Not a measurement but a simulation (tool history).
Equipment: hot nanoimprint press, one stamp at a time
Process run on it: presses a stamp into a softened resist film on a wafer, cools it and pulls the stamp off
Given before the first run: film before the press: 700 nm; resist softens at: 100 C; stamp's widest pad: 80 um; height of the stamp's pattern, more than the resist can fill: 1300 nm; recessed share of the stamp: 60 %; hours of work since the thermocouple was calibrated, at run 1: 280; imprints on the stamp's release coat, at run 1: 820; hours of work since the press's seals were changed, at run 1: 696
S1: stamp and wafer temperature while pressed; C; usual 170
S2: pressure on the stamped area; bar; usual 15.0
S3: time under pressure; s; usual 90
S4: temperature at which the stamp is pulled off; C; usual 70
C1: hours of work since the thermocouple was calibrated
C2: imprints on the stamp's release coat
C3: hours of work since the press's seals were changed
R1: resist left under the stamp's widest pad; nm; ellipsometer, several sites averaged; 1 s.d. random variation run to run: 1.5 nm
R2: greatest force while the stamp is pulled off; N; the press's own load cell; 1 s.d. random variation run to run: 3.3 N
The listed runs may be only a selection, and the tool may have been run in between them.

run	day	S1	S2	S3	S4	C1	C2	C3	R1	R2
1	0.000	170	15.0	90	70	280	820	696	302.9	161
2	1.346	164	15.0	90	70	301	969	717	383.0	158
3	2.283	164	15.0	90	70	316	1074	732	381.7	156
4	3.500	175	15.0	90	70	335	1209	751	249.5	156
# day 4.021: plate thermocouple calibrated
5	4.567	175	15.0	90	70	9	1313	765	246.9	152
6	5.521	170	15.0	90	70	23	1419	780	303.2	156
# day 6.279: stamp cleaned and given a new release coat
7	6.492	170	15.0	90	70	35	24	792	303.6	154
8	7.567	170	15.0	90	70	52	143	808	303.0	161
9	8.675	170	15.0	83	70	69	266	826	315.3	159
10	9.696	170	15.0	83	70	85	379	842	315.2	157
11	10.425	170	15.0	83	70	96	460	853	317.3	157
12	11.150	170	15.0	90	70	108	541	864	303.4	157
13	11.792	170	15.0	90	70	118	612	875	305.3	154
14	12.671	170	15.0	90	57	131	709	888	310.1	172
15	13.900	170	15.0	90	57	151	846	907	306.6	173
16	15.392	170	15.0	90	68	174	1011	931	305.7	158
17	16.083	162	15.0	67	59	185	1088	942	459.8	169
18	17.396	162	15.0	67	59	205	1233	962	462.9	169
# day 17.812: press's hydraulic seals changed and the load cell set to zero
19	18.542	169	9.3	55	59	218	1324	11	458.8	169
20	19.179	169	9.3	55	59	228	1395	21	462.0	175
# day 20.125: stamp cleaned and given a new release coat
21	20.612	169	9.3	55	59	247	54	40	461.9	170
# day 21.508: gauge calibrated
22	22.038	164	22.7	90	60	269	212	62	315.8	168
23	22.767	178	10.1	84	70	280	293	74	278.0	155
24	23.371	178	18.6	84	71	290	359	83	204.3	156
25	24.771	168	18.6	84	56	312	515	105	306.0	172
26	25.617	168	18.6	84	56	325	609	118	306.0	180
27	26.238	168	18.6	117	70	335	678	128	270.0	157
# day 26.738: plate thermocouple calibrated
28	27.350	168	22.9	62	70	10	787	143	312.9	159
29	28.754	168	15.5	124	75	32	943	165	288.7	152

Each row is a separate what-if for the run after 29, all from the same tool condition, not one after another. Results?
A	30.004	175	14.3	90	71	51	1082	185	?	?
B	30.004	168	15.5	105	75	51	1082	185	?	?
C	30.004	159	15.5	124	65	51	1082	185	?	?
D	30.004	168	18.3	47	75	51	1082	185	?	?
E	30.004	170	15.0	118	70	51	1082	185	?	?

run	R1	R2
A	258.2	155
B	310.0	154
C	413.8	165
D	382.7	146
E	273.4	153
With no hidden state in the tool, these same runs would have given:
run	R1	R2
A	255.3	154
B	306.5	153
C	409.1	164
D	378.4	145
E	270.2	151
